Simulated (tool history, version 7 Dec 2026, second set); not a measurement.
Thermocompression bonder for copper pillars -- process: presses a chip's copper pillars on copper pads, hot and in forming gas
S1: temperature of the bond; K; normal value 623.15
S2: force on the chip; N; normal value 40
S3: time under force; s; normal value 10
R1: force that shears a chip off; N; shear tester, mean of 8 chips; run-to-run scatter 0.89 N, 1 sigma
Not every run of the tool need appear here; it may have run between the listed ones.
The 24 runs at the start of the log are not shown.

Run 25, hour 322.9: usual settings but S1 651.15 K, S3 6 s. Result: R1 82.2 N.
Run 26, hour 341.2: usual settings but S2 55 N, S3 28 s. Result: R1 122.4 N.
Run 27, hour 356.2: usual settings but S1 596.15 K. Result: R1 67.6 N.
At hour 359.7: heater calibrated with a thermocouple chip.
Run 28, hour 367.3: usual settings but S1 646.15 K, S2 38 N, S3 14 s. Result: R1 99.4 N.
Run 29, hour 376.3: usual settings but S1 595.15 K, S2 27 N, S3 20 s. Result: R1 65.9 N.
Run 30, hour 388.0: usual settings but S1 595.15 K, S2 27 N, S3 20 s. Result: R1 65.9 N.
Run 31, hour 398.5: usual settings but S1 641.15 K, S2 27 N, S3 16 s. Result: R1 83.1 N.
Run 32, hour 414.2: usual settings but S1 637.15 K, S2 30 N, S3 21 s. Result: R1 92.4 N.
Run 33, hour 428.0: usual settings but S1 637.15 K, S2 30 N, S3 21 s. Result: R1 94.2 N.
At hour 434.8: heater calibrated with a thermocouple chip, once more.
Run 34, hour 446.2: usual settings but S1 616.15 K, S2 43 N, S3 9 s. Result: R1 73.8 N.
At hour 453.6: forming gas filter changed.
Run 35, hour 456.8: usual settings but S1 616.15 K, S2 25 N, S3 17 s. Result: R1 68.2 N.
Run 36, hour 467.5: usual settings but S1 647.15 K, S2 31 N, S3 6 s. Result: R1 67.6 N.
Run 37, hour 485.8: usual settings but S1 608.15 K, S2 31 N, S3 6 s. Result: R1 50.1 N.
Run 38, hour 496.0: usual settings but S1 608.15 K, S2 31 N, S3 6 s. Result: R1 49.8 N.
Run 39, hour 514.4: usual settings but S2 39 N. Result: R1 79.5 N.
Run 40, hour 526.6: usual settings but S1 595.15 K, S2 31 N. Result: R1 54.7 N.

3 options for the next run, each taken on its own from the tool as it stands now. Forecast them:
Run A, hour 534.9: usual settings but S1 594.15 K, S2 44 N, S3 18 s. Result: R1 ?.
Run B, hour 534.9: usual settings but S1 598.15 K, S2 28 N, S3 24 s. Result: R1 ?.
Run C, hour 534.9: usual settings but S1 595.15 K, S2 31 N, S3 11 s. Result: R1 ?.

run    R1
  A  84.3
  B  71.0
  C  56.5
Take away the tool's hidden state, keep each run's random variation, and the runs would have read:
run    R1
  A  86.9
  B  73.3
  C  58.4
